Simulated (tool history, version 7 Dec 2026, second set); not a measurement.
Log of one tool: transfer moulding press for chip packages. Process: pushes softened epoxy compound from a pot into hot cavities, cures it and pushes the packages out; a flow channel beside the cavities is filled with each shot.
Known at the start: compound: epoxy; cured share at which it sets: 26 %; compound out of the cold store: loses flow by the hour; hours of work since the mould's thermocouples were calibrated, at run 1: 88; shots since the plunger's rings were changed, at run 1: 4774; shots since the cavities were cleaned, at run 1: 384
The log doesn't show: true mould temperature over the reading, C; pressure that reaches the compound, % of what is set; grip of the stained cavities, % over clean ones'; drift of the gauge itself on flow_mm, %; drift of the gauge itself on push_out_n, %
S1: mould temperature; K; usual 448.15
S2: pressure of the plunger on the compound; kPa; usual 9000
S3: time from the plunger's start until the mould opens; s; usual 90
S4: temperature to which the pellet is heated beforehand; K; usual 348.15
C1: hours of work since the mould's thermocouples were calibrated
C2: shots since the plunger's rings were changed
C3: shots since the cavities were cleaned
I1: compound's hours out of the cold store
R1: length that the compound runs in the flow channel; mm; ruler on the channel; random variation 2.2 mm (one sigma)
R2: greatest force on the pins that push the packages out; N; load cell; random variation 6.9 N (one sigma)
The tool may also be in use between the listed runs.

| run | day | S1 | S2 | S3 | S4 | C1 | C2 | C3 | I1 | R1 | R2 |
|---|---|---|---|---|---|---|---|---|---|---|---|
| 1 | 0 | 448.15 | 9000 | 90 | 348.15 | 88 | 4774 | 384 | 25.9 | 535 | 461 |
| 2 | 0.783 | 448.15 | 9000 | 75 | 348.15 | 100 | 4994 | 604 | 44.9 | 482 | 738 |
| 3 | 1.55 | 448.15 | 9000 | 75 | 348.15 | 112 | 5209 | 819 | 16.8 | 557 | 895 |
| 4 | 2.008 | 448.15 | 9000 | 90 | 348.15 | 119 | 5338 | 948 | 13 | 563 | 554 |
|  | 2.204 | cavities cleaned with cleaning compound and waxed |
| 5 | 2.608 | 448.15 | 9000 | 97 | 348.15 | 127 | 5490 | 115 | 30.8 | 513 | 300 |
|  | 3.262 | plunger's sealing rings changed |
| 6 | 3.479 | 448.15 | 9000 | 97 | 352.15 | 139 | 61 | 329 | 8.8 | 614 | 385 |
| 7 | 4.188 | 448.15 | 9000 | 97 | 352.15 | 150 | 261 | 529 | 12.4 | 602 | 430 |
| 8 | 5.05 | 448.15 | 9000 | 90 | 348.15 | 164 | 502 | 770 | 36.2 | 530 | 529 |
|  | 5.896 | cavities cleaned with cleaning compound and waxed |
| 9 | 6.033 | 448.15 | 10930 | 90 | 348.15 | 178 | 761 | 38 | 41 | 569 | 296 |
| 10 | 6.883 | 448.15 | 10930 | 90 | 348.15 | 191 | 1000 | 277 | 33.2 | 593 | 398 |
| 11 | 7.438 | 448.15 | 10930 | 90 | 348.15 | 199 | 1156 | 433 | 32.9 | 593 | 460 |
|  | 7.562 | mould's thermocouples calibrated |
| 12 | 8.254 | 448.15 | 9000 | 90 | 348.15 | 11 | 1362 | 639 | 40.6 | 517 | 501 |
| 13 | 8.708 | 448.15 | 9000 | 90 | 348.15 | 18 | 1489 | 766 | 35.1 | 531 | 526 |
|  | 9.308 | mould's thermocouples calibrated, once more |
| 14 | 9.308 | 441.15 | 9000 | 90 | 348.15 | 0 | 1634 | 911 | 24.6 | 570 | 922 |
|  | 9.679 | cavities cleaned with cleaning compound and waxed |
| 15 | 10.254 | 441.15 | 9000 | 90 | 348.15 | 14 | 1883 | 162 | 38.8 | 528 | 574 |
| 16 | 10.883 | 453.15 | 10540 | 97 | 350.15 | 23 | 2060 | 339 | 8 | 646 | 312 |
| 17 | 11.312 | 453.15 | 7790 | 73 | 352.15 | 30 | 2180 | 459 | 33.6 | 484 | 513 |
| 18 | 12.075 | 453.15 | 9000 | 90 | 348.15 | 42 | 2394 | 673 | 15.1 | 573 | 379 |
| 19 | 12.529 | 445.15 | 8390 | 90 | 344.15 | 49 | 2521 | 800 | 45 | 483 | 639 |
|  | 13.242 | cavities cleaned with cleaning compound and waxed |
| 20 | 13.292 | 444.15 | 7820 | 128 | 344.15 | 60 | 2718 | 14 | 16.1 | 545 | 219 |
| 21 | 14.129 | 454.15 | 8790 | 88 | 348.15 | 73 | 2954 | 250 | 37.8 | 500 | 284 |
| 22 | 15.008 | 452.15 | 10200 | 88 | 344.15 | 86 | 3201 | 497 | 22.1 | 581 | 406 |
| 23 | 15.742 | 452.15 | 10200 | 88 | 344.15 | 97 | 3406 | 702 | 33.4 | 553 | 421 |
| 24 | 16.342 | 443.15 | 10650 | 90 | 348.15 | 107 | 3574 | 870 | 33.9 | 573 | 750 |
|  | 16.804 | cavities cleaned with cleaning compound and waxed |
| 25 | 17.092 | 449.15 | 9000 | 90 | 348.15 | 117 | 3768 | 81 | 16.9 | 562 | 324 |
| 26 | 17.742 | 452.15 | 9000 | 90 | 344.15 | 127 | 3951 | 264 | 35.5 | 507 | 335 |
| 27 | 18.617 | 450.15 | 10970 | 98 | 347.15 | 141 | 4197 | 510 | 23 | 602 | 374 |
| 28 | 19.042 | 450.15 | 10970 | 98 | 347.15 | 147 | 4315 | 628 | 27.1 | 588 | 393 |
| 29 | 19.925 | 448.15 | 9690 | 101 | 348.15 | 161 | 4564 | 877 | 42.5 | 515 | 426 |

The same runs without the tool's hidden state, with the same run-to-run variation:
| run | R1 | R2 |
|---|---|---|
| 1 | 566 | 286 |
| 2 | 511 | 412 |
| 3 | 592 | 470 |
| 4 | 599 | 278 |
| 5 | 548 | 244 |
| 6 | 614 | 254 |
| 7 | 604 | 251 |
| 8 | 533 | 281 |
| 9 | 574 | 269 |
| 10 | 600 | 269 |
| 11 | 601 | 278 |
| 12 | 524 | 273 |
| 13 | 540 | 277 |
| 14 | 580 | 477 |
| 15 | 540 | 441 |
| 16 | 661 | 204 |
| 17 | 496 | 312 |
| 18 | 588 | 207 |
| 19 | 497 | 335 |
| 20 | 561 | 208 |
| 21 | 517 | 198 |
| 22 | 602 | 242 |
| 23 | 574 | 226 |
| 24 | 596 | 386 |
| 25 | 585 | 273 |
| 26 | 530 | 230 |
| 27 | 631 | 218 |
| 28 | 617 | 219 |
| 29 | 542 | 217 |

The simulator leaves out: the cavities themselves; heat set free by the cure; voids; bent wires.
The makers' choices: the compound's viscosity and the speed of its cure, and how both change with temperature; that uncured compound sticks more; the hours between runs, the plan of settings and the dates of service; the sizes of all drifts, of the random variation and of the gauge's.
